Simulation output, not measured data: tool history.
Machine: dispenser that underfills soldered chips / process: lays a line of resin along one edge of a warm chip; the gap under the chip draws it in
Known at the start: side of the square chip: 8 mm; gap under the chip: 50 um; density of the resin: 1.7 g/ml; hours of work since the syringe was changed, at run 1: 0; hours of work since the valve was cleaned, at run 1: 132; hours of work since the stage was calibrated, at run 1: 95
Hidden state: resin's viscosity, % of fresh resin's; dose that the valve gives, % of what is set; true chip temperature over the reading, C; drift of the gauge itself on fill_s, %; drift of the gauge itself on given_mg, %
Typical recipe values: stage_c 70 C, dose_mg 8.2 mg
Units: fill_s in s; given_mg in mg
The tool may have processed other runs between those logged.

run	hour	stage_c	dose_mg	hours of work since the syringe was changed	hours of work since the valve was cleaned	hours of work since the stage was calibrated	fill_s	given_mg
1	0	70	8.2	0	132	95	51.9	7.84
2	6.5	70	8.2	4	136	99	65.6	7.8
3	10.6	70	8.2	6	139	101	77.9	7.82
# hour 13.5: new syringe of resin
4	14.4	70	8.2	1	141	103	54.3	7.83
# hour 16: dispensing valve cleaned and set on the balance
5	19.6	70	8.2	3	2	106	62.9	8.19
6	26.5	70	8.2	7	6	110	81.5	8.12
# hour 27.8: new syringe of resin
7	31.3	70	8.2	2	9	113	58.3	8.17
8	34.7	70	8.2	4	11	115	67.1	8.16
# hour 41: new syringe of resin
9	42.9	70	8.2	1	16	120	55.3	8.19
10	50.1	70	8.2	6	20	124	72.5	8.15
# hour 54.6: new syringe of resin
11	55.4	74	8.2	0	23	127	42.5	8.12
12	61.8	70	8.2	4	27	131	66.9	8.1
# hour 68.3: new syringe of resin
13	68.5	62	8.2	0	31	135	80.9	8.09
14	72.8	62	8.2	3	34	137	94	8.08
15	79.5	62	8.2	7	38	142	123.3	8.06
# hour 81.4: new syringe of resin
16	85.7	62	8.2	3	41	145	92.5	8.09
17	92.3	62	8.2	7	45	149	122.2	8.11
# hour 94.8: new syringe of resin
18	96	62	8.2	1	47	151	78.7	8.08
19	102.6	62	8.2	5	51	155	104.2	8.03
20	107.2	69	9.34	8	54	158	83.7	9.2
# hour 108: new syringe of resin
21	111.1	69	9.34	2	56	160	58.6	9.17
22	117.2	69	9.34	6	60	164	76.3	9.15
# hour 121.3: new syringe of resin
23	124.9	69	9.34	2	65	168	61.9	9.15
24	130.2	68	9.34	5	68	171	80.5	9.09
# hour 135: new syringe of resin
25	137.7	70	9.34	2	72	176	54.8	9.15
26	141.3	63	9.11	4	74	178	92.6	8.88
27	147	63	9.11	7	78	181	113.4	8.86
# hour 148.4: new syringe of resin
28	153.9	71	10.62	3	82	185	58.6	10.31
29	157.3	61	7.51	5	84	188	116.8	7.33
# hour 161.9: new syringe of resin
30	163.5	60	7.51	1	87	191	94	7.27
31	167.4	72	10.19	3	90	193	55.3	9.94
32	171.8	58	7.04	6	92	196	148.2	6.82
# hour 175: new syringe of resin
33	180.4	62	10.58	3	97	201	91.1	10.29
34	185.1	62	10.58	6	100	204	110.7	10.21
# hour 188.6: new syringe of resin
35	192.9	74	7.98	3	105	209	50.5	7.7
36	196.8	58	10.46	5	107	211	132.3	10.09

Run 37 is up next; what results do you expect?
37	201	82	10.61	8	110	213	?	?

{"run 37": {"fill_s": 44.4, "given_mg": 10.22}}
Had the tool carried no hidden state, the very same run would have given fill_s 28.6 s, given_mg 10.6 mg.
